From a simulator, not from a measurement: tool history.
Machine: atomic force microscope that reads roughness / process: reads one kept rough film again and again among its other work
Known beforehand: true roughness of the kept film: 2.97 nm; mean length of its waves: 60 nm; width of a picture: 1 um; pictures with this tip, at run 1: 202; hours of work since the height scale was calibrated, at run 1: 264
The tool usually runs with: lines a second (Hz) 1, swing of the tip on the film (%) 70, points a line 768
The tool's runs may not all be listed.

run     day  lines a second (Hz)  swing of the tip on the film (%)  points a line  pictures with this tip  hours of work since the height scale was calibrated  roughness of the kept film (nm (root mean square))
  1       0                    1                                70            768                     202                                                  264                                               2.465
      1.325  -- new tip fitted
  2   2.567                    1                                70            768                      45                                                  291                                               2.658
  3   4.275                    1                                70            768                     106                                                  309                                               2.594
  4   6.229                    1                                70            768                     177                                                  330                                               2.514
      8.162  -- new tip fitted
  5   8.758                    1                                70            768                      21                                                  357                                               2.653
  6  10.304                    1                                70            768                      77                                                  374                                               2.617
  7  12.129                    1                                70            768                     143                                                  394                                               2.538
     14.962  -- new tip fitted
  8  15.088                    1                                70            768                       5                                                  425                                               2.685
  9  17.821                 1.46                                70            768                     103                                                  454                                               2.514
 10  20.783                 1.46                                70            768                     210                                                  486                                               2.398
     21.812  -- new tip fitted
 11  23.383                 1.46                                70            768                      56                                                  514                                                2.56
 12  24.838                 1.46                                70            768                     109                                                  529                                               2.508
 13  27.446                 1.46                                70            768                     203                                                  557                                               2.418
     28.579  -- new tip fitted
 14  29.854                 0.98                                78            985                      46                                                  583                                                2.57
 15  31.921                 0.98                                78            985                     120                                                  605                                               2.484
 16  33.408                 0.98                                81            262                     174                                                  621                                               2.398
 17  35.104                    1                                55            747                     235                                                  639                                                2.55
     35.271  -- new tip fitted
 18  37.954                    1                                55            747                      96                                                  670                                               2.695
 19  39.421                 1.29                                70            351                     149                                                  685                                               2.503
 20   41.75                 0.91                                70            920                     233                                                  710                                               2.473
     41.975  -- new tip fitted
 21    44.1                 0.91                                70            920                      76                                                  735                                               2.631
 22  46.954                 1.12                                72            768                     179                                                  766                                               2.447
     48.812  -- new tip fitted
 23  50.004                    1                                70            539                      43                                                  798                                               2.636
 24  52.375                    1                                70            539                     128                                                  824                                               2.539
 25  54.796                  1.1                                81            532                     215                                                  850                                               2.329

Branching from run 25: 4 alternative next runs. What would each branch give?
     55.662  -- new tip fitted
  A  57.608                 1.03                                81            532                      70                                                  880                                                   ?
     55.662  -- new tip fitted
  B  57.608                 2.23                                79            332                      70                                                  880                                                   ?
     55.662  -- new tip fitted
  C  57.608                 1.18                                68            319                      70                                                  880                                                   ?
     55.662  -- new tip fitted
  D  57.608                 3.93                                81            278                      70                                                  880                                                   ?

run  roughness of the kept film (nm (root mean square))
  A                                               2.485
  B                                               2.263
  C                                               2.617
  D                                                1.88
With the hidden condition removed and each run's random variation left untouched, the same runs would have given:
run  roughness of the kept film (nm (root mean square))
  A                                               2.549
  B                                               2.321
  C                                               2.684
  D                                               1.928

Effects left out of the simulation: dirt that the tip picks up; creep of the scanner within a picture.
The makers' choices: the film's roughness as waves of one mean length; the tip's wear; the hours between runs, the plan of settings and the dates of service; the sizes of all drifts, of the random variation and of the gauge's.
